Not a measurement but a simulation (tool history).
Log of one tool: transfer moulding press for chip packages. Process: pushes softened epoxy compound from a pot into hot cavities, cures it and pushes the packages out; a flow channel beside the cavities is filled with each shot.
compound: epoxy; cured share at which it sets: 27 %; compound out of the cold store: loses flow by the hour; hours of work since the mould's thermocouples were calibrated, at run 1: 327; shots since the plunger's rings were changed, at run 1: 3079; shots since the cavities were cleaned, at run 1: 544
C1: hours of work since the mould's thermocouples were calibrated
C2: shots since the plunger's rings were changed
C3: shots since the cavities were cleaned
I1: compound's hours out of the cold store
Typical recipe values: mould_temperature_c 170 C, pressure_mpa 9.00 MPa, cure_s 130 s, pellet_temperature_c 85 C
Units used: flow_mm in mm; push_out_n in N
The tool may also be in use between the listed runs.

run 1 hour=0.0 | mould_temperature_c=170 pressure_mpa=9.00 cure_s=130 pellet_temperature_c=85 | C1=327 C2=3079 C3=544 | I1=14.7 | flow_mm=739 push_out_n=345
-- hour=10.8 cavities cleaned with cleaning compound and waxed
run 2 hour=42.0 | mould_temperature_c=175 pressure_mpa=9.00 cure_s=130 pellet_temperature_c=85 | C1=349 C2=3394 C3=243 | I1=34.7 | flow_mm=665 push_out_n=259
run 3 hour=83.0 | mould_temperature_c=171 pressure_mpa=9.00 cure_s=130 pellet_temperature_c=85 | C1=371 C2=3713 C3=562 | I1=34.9 | flow_mm=668 push_out_n=331
-- hour=91.9 cavities cleaned with cleaning compound and waxed
run 4 hour=114.9 | mould_temperature_c=171 pressure_mpa=9.00 cure_s=130 pellet_temperature_c=85 | C1=388 C2=3950 C3=180 | I1=30.6 | flow_mm=679 push_out_n=269
run 5 hour=146.2 | mould_temperature_c=170 pressure_mpa=9.00 cure_s=130 pellet_temperature_c=85 | C1=405 C2=4193 C3=423 | I1=22.8 | flow_mm=693 push_out_n=325
-- hour=173.6 cavities cleaned with cleaning compound and waxed
-- hour=192.4 plunger's sealing rings changed
run 6 hour=197.2 | mould_temperature_c=170 pressure_mpa=9.00 cure_s=137 pellet_temperature_c=85 | C1=430 C2=37 C3=164 | I1=38.7 | flow_mm=706 push_out_n=263
run 7 hour=219.4 | mould_temperature_c=170 pressure_mpa=9.00 cure_s=137 pellet_temperature_c=85 | C1=442 C2=210 C3=337 | I1=41.2 | flow_mm=695 push_out_n=289
run 8 hour=244.3 | mould_temperature_c=170 pressure_mpa=9.00 cure_s=137 pellet_temperature_c=85 | C1=455 C2=403 C3=530 | I1=47.3 | flow_mm=680 push_out_n=299
-- hour=257.4 cavities cleaned with cleaning compound and waxed
run 9 hour=293.6 | mould_temperature_c=176 pressure_mpa=9.00 cure_s=137 pellet_temperature_c=85 | C1=481 C2=775 C3=282 | I1=40.4 | flow_mm=677 push_out_n=267
run 10 hour=333.9 | mould_temperature_c=176 pressure_mpa=9.00 cure_s=137 pellet_temperature_c=85 | C1=503 C2=1089 C3=596 | I1=37.2 | flow_mm=680 push_out_n=288
-- hour=339.2 cavities cleaned with cleaning compound and waxed
run 11 hour=376.6 | mould_temperature_c=176 pressure_mpa=9.00 cure_s=137 pellet_temperature_c=85 | C1=525 C2=1409 C3=291 | I1=38.0 | flow_mm=676 push_out_n=275
run 12 hour=405.7 | mould_temperature_c=176 pressure_mpa=7.08 cure_s=137 pellet_temperature_c=93 | C1=541 C2=1635 C3=517 | I1=32.4 | flow_mm=608 push_out_n=300
-- hour=418.2 cavities cleaned with cleaning compound and waxed
run 13 hour=452.1 | mould_temperature_c=176 pressure_mpa=8.66 cure_s=157 pellet_temperature_c=85 | C1=565 C2=1984 C3=263 | I1=37.4 | flow_mm=660 push_out_n=267
run 14 hour=478.2 | mould_temperature_c=173 pressure_mpa=6.93 cure_s=157 pellet_temperature_c=85 | C1=579 C2=2187 C3=466 | I1=16.1 | flow_mm=639 push_out_n=285
-- hour=498.1 cavities cleaned with cleaning compound and waxed
run 15 hour=516.6 | mould_temperature_c=162 pressure_mpa=9.33 cure_s=112 pellet_temperature_c=75 | C1=599 C2=2474 C3=143 | I1=12.9 | flow_mm=790 push_out_n=684

5 ways to go on from here, each from the tool as it stands after run 15. What would each give?
run A hour=566.9 | mould_temperature_c=170 pressure_mpa=7.77 cure_s=118 pellet_temperature_c=91 | C1=626 C2=2865 C3=534 | I1=19.7 | flow_mm=? push_out_n=?
run B hour=566.9 | mould_temperature_c=170 pressure_mpa=9.00 cure_s=130 pellet_temperature_c=83 | C1=626 C2=2865 C3=534 | I1=43.9 | flow_mm=? push_out_n=?
run C hour=566.9 | mould_temperature_c=162 pressure_mpa=9.33 cure_s=112 pellet_temperature_c=79 | C1=626 C2=2865 C3=534 | I1=19.9 | flow_mm=? push_out_n=?
run D hour=566.9 | mould_temperature_c=164 pressure_mpa=9.00 cure_s=132 pellet_temperature_c=84 | C1=626 C2=2865 C3=534 | I1=29.4 | flow_mm=? push_out_n=?
run E hour=566.9 | mould_temperature_c=170 pressure_mpa=9.00 cure_s=123 pellet_temperature_c=81 | C1=626 C2=2865 C3=534 | I1=25.8 | flow_mm=? push_out_n=?

run=A flow_mm=674 push_out_n=366
run=B flow_mm=665 push_out_n=312
run=C flow_mm=770 push_out_n=781
run=D flow_mm=724 push_out_n=456
run=E flow_mm=713 push_out_n=333
Without the tool's unlogged condition, the same runs would have read:
run=A flow_mm=711 push_out_n=273
run=B flow_mm=701 push_out_n=228
run=C flow_mm=813 push_out_n=591
run=D flow_mm=764 push_out_n=347
run=E flow_mm=752 push_out_n=246

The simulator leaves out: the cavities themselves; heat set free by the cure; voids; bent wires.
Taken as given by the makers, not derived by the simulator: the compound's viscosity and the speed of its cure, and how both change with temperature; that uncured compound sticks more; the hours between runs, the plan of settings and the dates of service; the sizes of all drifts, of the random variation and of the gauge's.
